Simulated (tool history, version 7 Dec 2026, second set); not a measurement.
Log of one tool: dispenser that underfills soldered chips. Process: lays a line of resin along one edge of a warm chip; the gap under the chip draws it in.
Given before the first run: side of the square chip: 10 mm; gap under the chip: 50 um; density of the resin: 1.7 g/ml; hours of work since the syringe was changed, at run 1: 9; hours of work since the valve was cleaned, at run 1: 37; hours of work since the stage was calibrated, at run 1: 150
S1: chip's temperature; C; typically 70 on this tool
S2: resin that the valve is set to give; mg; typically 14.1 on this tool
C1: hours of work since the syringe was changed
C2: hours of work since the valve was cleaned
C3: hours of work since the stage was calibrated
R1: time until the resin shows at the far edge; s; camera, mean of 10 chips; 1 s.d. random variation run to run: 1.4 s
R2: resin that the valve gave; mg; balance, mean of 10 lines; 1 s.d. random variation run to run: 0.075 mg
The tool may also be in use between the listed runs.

{"run": 1, "day": 0.0, "S1": 70, "S2": 14.1, "C1": 9, "C2": 37, "C3": 150, "R1": 310.6, "R2": 13.69}
{"day": 0.108, "done": "new syringe of resin"}
{"run": 2, "day": 0.275, "S1": 70, "S2": 14.1, "C1": 3, "C2": 41, "C3": 155, "R1": 171.1, "R2": 13.61}
{"run": 3, "day": 0.517, "S1": 70, "S2": 14.1, "C1": 7, "C2": 45, "C3": 159, "R1": 237.6, "R2": 13.38}
{"run": 4, "day": 0.721, "S1": 70, "S2": 14.4, "C1": 10, "C2": 49, "C3": 162, "R1": 323.3, "R2": 13.78}
{"day": 0.788, "done": "new syringe of resin"}
{"run": 5, "day": 0.858, "S1": 70, "S2": 14.4, "C1": 1, "C2": 51, "C3": 164, "R1": 150.3, "R2": 13.75}
{"run": 6, "day": 1.112, "S1": 70, "S2": 14.4, "C1": 5, "C2": 55, "C3": 168, "R1": 213.2, "R2": 13.84}
{"run": 7, "day": 1.379, "S1": 70, "S2": 14.1, "C1": 10, "C2": 59, "C3": 173, "R1": 311.5, "R2": 13.37}
{"day": 1.467, "done": "new syringe of resin"}
{"run": 8, "day": 1.671, "S1": 79, "S2": 14.1, "C1": 3, "C2": 64, "C3": 177, "R1": 112.2, "R2": 13.37}
{"run": 9, "day": 1.958, "S1": 79, "S2": 13.3, "C1": 8, "C2": 69, "C3": 182, "R1": 170.0, "R2": 12.46}
{"day": 2.142, "done": "new syringe of resin"}
{"run": 10, "day": 2.196, "S1": 70, "S2": 14.8, "C1": 1, "C2": 72, "C3": 186, "R1": 150.0, "R2": 14.02}
{"run": 11, "day": 2.429, "S1": 70, "S2": 14.8, "C1": 5, "C2": 76, "C3": 190, "R1": 206.0, "R2": 13.7}
{"day": 2.55, "done": "dispensing valve cleaned and set on the balance"}
{"run": 12, "day": 2.696, "S1": 70, "S2": 14.8, "C1": 9, "C2": 2, "C3": 193, "R1": 275.9, "R2": 14.77}
{"day": 2.883, "done": "new syringe of resin"}
{"run": 13, "day": 2.954, "S1": 73, "S2": 15.0, "C1": 1, "C2": 7, "C3": 197, "R1": 126.2, "R2": 14.97}
{"run": 14, "day": 3.192, "S1": 66, "S2": 13.4, "C1": 5, "C2": 10, "C3": 201, "R1": 265.5, "R2": 13.33}
{"run": 15, "day": 3.354, "S1": 66, "S2": 17.6, "C1": 8, "C2": 13, "C3": 204, "R1": 319.5, "R2": 17.25}
{"day": 3.571, "done": "new syringe of resin"}
{"run": 16, "day": 3.575, "S1": 66, "S2": 17.6, "C1": 0, "C2": 17, "C3": 207, "R1": 171.8, "R2": 17.36}
{"run": 17, "day": 3.825, "S1": 67, "S2": 13.0, "C1": 4, "C2": 21, "C3": 212, "R1": 229.0, "R2": 12.88}
{"run": 18, "day": 4.067, "S1": 60, "S2": 12.0, "C1": 8, "C2": 25, "C3": 216, "R1": 488.7, "R2": 11.72}
{"run": 19, "day": 4.196, "S1": 82, "S2": 14.1, "C1": 10, "C2": 27, "C3": 218, "R1": 171.1, "R2": 13.71}
{"day": 4.254, "done": "new syringe of resin"}
{"run": 20, "day": 4.383, "S1": 82, "S2": 14.1, "C1": 2, "C2": 30, "C3": 221, "R1": 85.7, "R2": 13.76}
{"run": 21, "day": 4.646, "S1": 80, "S2": 16.3, "C1": 6, "C2": 34, "C3": 225, "R1": 137.8, "R2": 15.85}

Each row is a separate what-if for the run after 21, all from the same tool condition, not one after another. Results?
{"run": "A", "day": 4.917, "S1": 72, "S2": 15.2, "C1": 11, "C2": 39, "C3": 229, "R1": "?", "R2": "?"}
{"run": "B", "day": 4.917, "S1": 66, "S2": 13.8, "C1": 11, "C2": 39, "C3": 229, "R1": "?", "R2": "?"}
{"run": "C", "day": 4.917, "S1": 80, "S2": 14.6, "C1": 11, "C2": 39, "C3": 229, "R1": "?", "R2": "?"}

run=A R1=309.5 R2=14.64
run=B R1=430.9 R2=13.16
run=C R1=203.2 R2=14.03
With no hidden state in the tool, these same runs would have given:
run=A R1=125.8 R2=15.17
run=B R1=175.2 R2=13.63
run=C R1=82.5 R2=14.53

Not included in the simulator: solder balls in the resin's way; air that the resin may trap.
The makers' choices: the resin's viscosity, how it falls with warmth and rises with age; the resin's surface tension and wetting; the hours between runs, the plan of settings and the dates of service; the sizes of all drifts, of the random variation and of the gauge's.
